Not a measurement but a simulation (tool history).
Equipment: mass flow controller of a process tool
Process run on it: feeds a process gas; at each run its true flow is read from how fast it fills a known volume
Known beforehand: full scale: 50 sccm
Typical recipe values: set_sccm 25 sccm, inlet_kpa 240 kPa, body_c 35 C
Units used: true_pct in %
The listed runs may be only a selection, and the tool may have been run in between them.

| run | hour | set_sccm | inlet_kpa | body_c | true_pct |
|---|---|---|---|---|---|
| 1 | 0 | 25 | 240 | 35 | 98.42 |
| 2 | 224.3 | 25 | 240 | 35 | 98.29 |
| 3 | 550.4 | 25 | 240 | 35 | 98.39 |
| 4 | 850 | 25 | 240 | 35 | 98.38 |
| 5 | 1051.7 | 25 | 240 | 35 | 98.46 |
| 6 | 1382.5 | 26 | 240 | 35 | 98.42 |
| 7 | 1530.1 | 26 | 240 | 35 | 98.51 |
| 8 | 1776.7 | 26 | 240 | 35 | 98.41 |
| 9 | 1996.4 | 25 | 240 | 20 | 97.43 |
| 10 | 2163.6 | 25 | 240 | 20 | 97.5 |
| 11 | 2429 | 25 | 240 | 20 | 97.42 |
| 12 | 2725.3 | 25 | 240 | 20 | 97.56 |
| 13 | 2978.8 | 25 | 240 | 20 | 97.46 |
| 14 | 3177.3 | 25 | 240 | 20 | 97.41 |
| 15 | 3395.7 | 25 | 240 | 20 | 97.42 |
| 16 | 3553.5 | 25 | 201 | 20 | 97.1 |
| 17 | 3882.2 | 11 | 240 | 35 | 95.15 |
| 18 | 4127.6 | 11 | 240 | 35 | 95.16 |
| 19 | 4419.9 | 11 | 240 | 35 | 98.12 |
| 20 | 4604.8 | 11 | 240 | 35 | 98.2 |
| 21 | 4791.6 | 9 | 240 | 35 | 97.9 |
| 22 | 5095.9 | 9 | 240 | 35 | 97.75 |
| 23 | 5327.7 | 25 | 258 | 35 | 99.2 |
| 24 | 5607 | 25 | 258 | 35 | 99.1 |
| 25 | 5906.8 | 25 | 258 | 35 | 99.28 |
| 26 | 6231.1 | 17 | 264 | 35 | 98.32 |
| 27 | 6531.7 | 25 | 240 | 22 | 98.39 |
| 28 | 6680.9 | 25 | 240 | 22 | 98.29 |
| 29 | 6869.8 | 32 | 181 | 22 | 99.13 |
| 30 | 7210.4 | 11 | 240 | 24 | 96.82 |
| 31 | 7466.2 | 6 | 210 | 24 | 95.5 |
| 32 | 7785.1 | 25 | 256 | 23 | 98.28 |
| 33 | 7999.5 | 25 | 166 | 33 | 98.98 |
| 34 | 8235.2 | 22 | 156 | 31 | 98.81 |
| 35 | 8571.3 | 11 | 205 | 31 | 97.07 |
| 36 | 8792.6 | 11 | 205 | 31 | 96.9 |
| 37 | 9066.8 | 17 | 240 | 24 | 97.43 |
| 38 | 9389 | 36 | 241 | 39 | 100.19 |
| 39 | 9650.8 | 36 | 241 | 39 | 100.23 |
| 40 | 9917 | 7 | 277 | 36 | 95.23 |
| 41 | 10156.5 | 31 | 277 | 33 | 99.33 |
| 42 | 10356.7 | 31 | 277 | 34 | 99.39 |
| 43 | 10699.7 | 31 | 277 | 34 | 99.38 |
| 44 | 10986.3 | 7 | 143 | 35 | 95.09 |
| 45 | 11281.9 | 25 | 225 | 35 | 98.76 |
| 46 | 11586 | 25 | 176 | 27 | 98.31 |
| 47 | 11866.8 | 25 | 163 | 35 | 98.92 |
| 48 | 12031.7 | 25 | 163 | 35 | 98.86 |

Not shown: 3 entries that the log had between the listed runs. Between which runs, and how does the tool's hidden state differ before and after?
Logged between run 15 and run 16: controller's zero set anew (hour 3422.7)
  flow at rest that the sensor doesn't see, % of full scale: -0.446 -> -0.651; true flow over the shown one, %: 0.39 -> 0.41
  measured value less the no-hidden-state value, true_pct: -0.51 -> -0.89 %
Logged between run 18 and run 19: controller's zero set anew, once more (hour 4311)
  flow at rest that the sensor doesn't see, % of full scale: -0.697 -> -0.033; true flow over the shown one, %: 0.47 -> 0.51
  measured value less the no-hidden-state value, true_pct: -2.69 -> +0.35 %
Logged between run 44 and run 45: controller exchanged for a calibrated one (hour 11119.3)
  flow at rest that the sensor doesn't see, % of full scale: -0.556 -> -0.072; true flow over the shown one, %: 1.25 -> 0.08
  measured value less the no-hidden-state value, true_pct: -2.72 -> -0.06 %
